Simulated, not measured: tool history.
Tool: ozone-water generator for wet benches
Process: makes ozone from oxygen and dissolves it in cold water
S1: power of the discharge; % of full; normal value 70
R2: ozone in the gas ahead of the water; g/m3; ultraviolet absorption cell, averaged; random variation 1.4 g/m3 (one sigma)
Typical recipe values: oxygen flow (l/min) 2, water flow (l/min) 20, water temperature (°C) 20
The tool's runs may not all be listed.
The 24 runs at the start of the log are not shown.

{"run": 25, "hour": 1904.1, "S1": 87, "oxygen flow (l/min)": 2, "water flow (l/min)": 19, "water temperature (°C)": 20, "dissolved ozone (ppm)": 18.9, "R2": 314.2}
{"run": 26, "hour": 1981.6, "S1": 60, "oxygen flow (l/min)": 1.19, "water flow (l/min)": 19, "water temperature (°C)": 18, "dissolved ozone (ppm)": 12.2, "R2": 305.6}
{"hour": 2061.8, "done": "water thermometer calibrated"}
{"run": 27, "hour": 2070.9, "S1": 60, "oxygen flow (l/min)": 3.3, "water flow (l/min)": 19, "water temperature (°C)": 18, "dissolved ozone (ppm)": 16.5, "R2": 194.2}
{"run": 28, "hour": 2167.5, "S1": 87, "oxygen flow (l/min)": 1.43, "water flow (l/min)": 26, "water temperature (°C)": 25, "dissolved ozone (ppm)": 12, "R2": 366.3}
{"run": 29, "hour": 2277.3, "S1": 87, "oxygen flow (l/min)": 1.43, "water flow (l/min)": 26, "water temperature (°C)": 25, "dissolved ozone (ppm)": 11.9, "R2": 364.5}
{"run": 30, "hour": 2376.7, "S1": 87, "oxygen flow (l/min)": 1.68, "water flow (l/min)": 22, "water temperature (°C)": 24, "dissolved ozone (ppm)": 15, "R2": 338.1}
{"run": 31, "hour": 2471.6, "S1": 70, "oxygen flow (l/min)": 2, "water flow (l/min)": 18, "water temperature (°C)": 20, "dissolved ozone (ppm)": 17.1, "R2": 269}
{"run": 32, "hour": 2576.8, "S1": 70, "oxygen flow (l/min)": 1.66, "water flow (l/min)": 26, "water temperature (°C)": 20, "dissolved ozone (ppm)": 10.8, "R2": 292}

Predict each of these 5 candidate next runs independently; none follows another, all start after run 32:
{"run": "A", "hour": 2698.1, "S1": 50, "oxygen flow (l/min)": 3.41, "water flow (l/min)": 26, "water temperature (°C)": 20, "dissolved ozone (ppm)": "?", "R2": "?"}
{"run": "B", "hour": 2698.1, "S1": 70, "oxygen flow (l/min)": 2, "water flow (l/min)": 20, "water temperature (°C)": 20, "dissolved ozone (ppm)": "?", "R2": "?"}
{"run": "C", "hour": 2698.1, "S1": 70, "oxygen flow (l/min)": 1.66, "water flow (l/min)": 13, "water temperature (°C)": 18, "dissolved ozone (ppm)": "?", "R2": "?"}
{"run": "D", "hour": 2698.1, "S1": 71, "oxygen flow (l/min)": 3.35, "water flow (l/min)": 20, "water temperature (°C)": 20, "dissolved ozone (ppm)": "?", "R2": "?"}
{"run": "E", "hour": 2698.1, "S1": 70, "oxygen flow (l/min)": 2, "water flow (l/min)": 20, "water temperature (°C)": 26, "dissolved ozone (ppm)": "?", "R2": "?"}

run=A dissolved_ozone_(ppm)=10.8 R2=166
run=B dissolved_ozone_(ppm)=15.4 R2=268.5
run=C dissolved_ozone_(ppm)=22.5 R2=291.4
run=D dissolved_ozone_(ppm)=17.8 R2=215
run=E dissolved_ozone_(ppm)=14.9 R2=269
Had the tool no hidden state, the same runs would have come out as:
run=A dissolved_ozone_(ppm)=10.8 R2=166
run=B dissolved_ozone_(ppm)=15.4 R2=268.5
run=C dissolved_ozone_(ppm)=22.5 R2=291.4
run=D dissolved_ozone_(ppm)=17.8 R2=215.1
run=E dissolved_ozone_(ppm)=14.9 R2=269.1
